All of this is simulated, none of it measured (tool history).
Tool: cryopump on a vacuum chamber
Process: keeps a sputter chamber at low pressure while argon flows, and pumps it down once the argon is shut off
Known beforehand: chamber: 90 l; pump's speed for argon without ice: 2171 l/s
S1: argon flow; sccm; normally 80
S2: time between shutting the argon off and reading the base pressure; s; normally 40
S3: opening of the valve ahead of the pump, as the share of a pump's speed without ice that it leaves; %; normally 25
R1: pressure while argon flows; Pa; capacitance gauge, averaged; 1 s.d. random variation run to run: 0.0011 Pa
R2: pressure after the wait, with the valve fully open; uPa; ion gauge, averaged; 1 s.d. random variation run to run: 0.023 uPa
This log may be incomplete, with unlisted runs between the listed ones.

Run 1, day 0: usual settings. Result: R1 0.2619 Pa, R2 2.28 uPa.
Run 2, day 0.779: usual settings but S2 172 s. Result: R1 0.2594 Pa, R2 1.83 uPa.
Run 3, day 2.029: usual settings but S1 42 sccm. Result: R1 0.1372 Pa, R2 2.31 uPa.
Run 4, day 3.408: usual settings but S1 42 sccm. Result: R1 0.1388 Pa, R2 2.36 uPa.
Run 5, day 4.812: usual settings but S1 42 sccm. Result: R1 0.1398 Pa, R2 2.39 uPa.
Run 6, day 5.796: usual settings but S1 42 sccm. Result: R1 0.1396 Pa, R2 2.4 uPa.
Run 7, day 6.6: usual settings but S1 42 sccm. Result: R1 0.1395 Pa, R2 2.46 uPa.
Run 8, day 7.354: usual settings but S1 42 sccm. Result: R1 0.1409 Pa, R2 2.43 uPa.
Run 9, day 8.683: usual settings but S1 42 sccm. Result: R1 0.1395 Pa, R2 2.41 uPa.
Run 10, day 9.45: usual settings but S1 42 sccm. Result: R1 0.1407 Pa, R2 2.52 uPa.
Run 11, day 10.7: usual settings but S1 42 sccm. Result: R1 0.1409 Pa, R2 2.59 uPa.
Run 12, day 11.583: usual settings but S3 32 %. Result: R1 0.214 Pa, R2 2.66 uPa.
Run 13, day 12.242: usual settings but S3 32 %. Result: R1 0.216 Pa, R2 2.55 uPa.
Run 14, day 12.896: usual settings but S3 32 %. Result: R1 0.2144 Pa, R2 2.51 uPa.
Run 15, day 14.088: usual settings but S3 32 %. Result: R1 0.2153 Pa, R2 2.69 uPa.
Run 16, day 15.354: usual settings but S3 26 %. Result: R1 0.2613 Pa, R2 2.63 uPa.
Run 17, day 16.108: usual settings but S1 69 sccm, S3 52 %. Result: R1 0.1218 Pa, R2 2.83 uPa.
Run 18, day 17.329: usual settings but S1 95 sccm, S2 46 s, S3 42 %. Result: R1 0.2029 Pa, R2 2.69 uPa.
Run 19, day 18.229: usual settings but S1 95 sccm, S2 46 s, S3 42 %. Result: R1 0.2036 Pa, R2 2.74 uPa.
Run 20, day 19.221: usual settings but S1 120 sccm, S2 30 s, S3 38 %. Result: R1 0.2837 Pa, R2 2.99 uPa.
Run 21, day 20.279: usual settings but S1 149 sccm, S2 42 s, S3 21 %. Result: R1 0.6036 Pa, R2 2.87 uPa.
Run 22, day 21.112: usual settings but S1 149 sccm, S2 42 s, S3 21 %. Result: R1 0.6007 Pa, R2 2.83 uPa.
Run 23, day 22.492: usual settings but S1 40 sccm, S2 42 s, S3 22 %. Result: R1 0.1544 Pa, R2 2.85 uPa.
At day 23.812: pump warmed up, emptied and cooled again.
Run 24, day 24.133: usual settings but S1 111 sccm, S3 53 %. Result: R1 0.1637 Pa, R2 2.22 uPa.
Run 25, day 25.154: usual settings but S1 111 sccm, S3 53 %. Result: R1 0.164 Pa, R2 2.32 uPa.
Run 26, day 26.333: usual settings but S1 53 sccm, S3 16 %. Result: R1 0.2597 Pa, R2 2.34 uPa.
Run 27, day 27.567: usual settings but S1 49 sccm, S3 43 %. Result: R1 0.09 Pa, R2 2.36 uPa.
Run 28, day 28.217: usual settings but S1 59 sccm, S2 60 s, S3 15 %. Result: R1 0.3042 Pa, R2 2.2 uPa.

Below, some changes in R1 between adjacent runs. For each, the amount present without the hidden state too (settings, incoming material, random variation) and the amount remaining for the hidden state with gauge scatter not shared by both compared results:
Hidden state present: pump's speed, % of a pump's without ice; cold plate's temperature, K; leak into the chamber, uPa l/s; drift of the gauge itself on working_pa, %; drift of the gauge itself on base_upa, %.
Run 20 -> 21: S1 120 -> 149, S2 30 -> 42, S3 38 -> 21. R1 +0.3199 Pa: hidden state +0.0103, all else +0.3096.
Run 22 -> 23: S1 149 -> 40, S3 21 -> 22. R1 -0.4463 Pa: hidden state -0.034, all else -0.4123.
Run 23 -> 24: S1 40 -> 111, S2 42 -> 40, S3 22 -> 53, pump warmed up, emptied and cooled again. R1 +0.0093 Pa: hidden state -0.0119, all else +0.0212.
